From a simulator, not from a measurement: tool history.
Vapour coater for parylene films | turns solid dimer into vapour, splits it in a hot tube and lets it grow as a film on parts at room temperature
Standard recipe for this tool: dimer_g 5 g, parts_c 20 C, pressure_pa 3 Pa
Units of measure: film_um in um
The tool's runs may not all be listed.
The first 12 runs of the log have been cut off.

Run 13, hour 140.9: usual settings. Result: film_um 1.21 um.
Run 14, hour 150.7: usual settings. Result: film_um 1.16 um.
Run 15, hour 162.8: usual settings. Result: film_um 1.16 um.
Run 16, hour 173.7: usual settings but dimer_g 4 g, pressure_pa 5.99 Pa. Result: film_um 0.82 um.
Run 17, hour 184.9: usual settings but dimer_g 3 g, parts_c 24 C, pressure_pa 3.25 Pa. Result: film_um 0.57 um.
Run 18, hour 196.6: usual settings but dimer_g 3 g, parts_c 24 C, pressure_pa 3.25 Pa. Result: film_um 0.58 um.
Run 19, hour 204.5: usual settings but dimer_g 3 g. Result: film_um 0.7 um.
Run 20, hour 221.8: usual settings but dimer_g 3 g, parts_c 12 C, pressure_pa 9.65 Pa. Result: film_um 0.77 um.
Run 21, hour 238: usual settings but dimer_g 2 g, parts_c 28 C. Result: film_um 0.32 um.
Run 22, hour 251.9: usual settings but parts_c 23 C, pressure_pa 5.28 Pa. Result: film_um 0.9 um.
Run 23, hour 261.7: usual settings but parts_c 23 C. Result: film_um 1 um.
Run 24, hour 276.6: usual settings but dimer_g 8 g, pressure_pa 7.21 Pa. Result: film_um 1.5 um.
Run 25, hour 286.9: usual settings but dimer_g 8 g, pressure_pa 7.21 Pa. Result: film_um 1.51 um.

What will run 26 give?
Run 26, hour 294.2: usual settings but dimer_g 4 g, parts_c 27 C, pressure_pa 3.95 Pa. Result: film_um ?.

Run 26 gave film_um 0.63 um.
If the tool had no hidden condition, the same run with the same run-to-run variation would have returned film_um 0.76 um.

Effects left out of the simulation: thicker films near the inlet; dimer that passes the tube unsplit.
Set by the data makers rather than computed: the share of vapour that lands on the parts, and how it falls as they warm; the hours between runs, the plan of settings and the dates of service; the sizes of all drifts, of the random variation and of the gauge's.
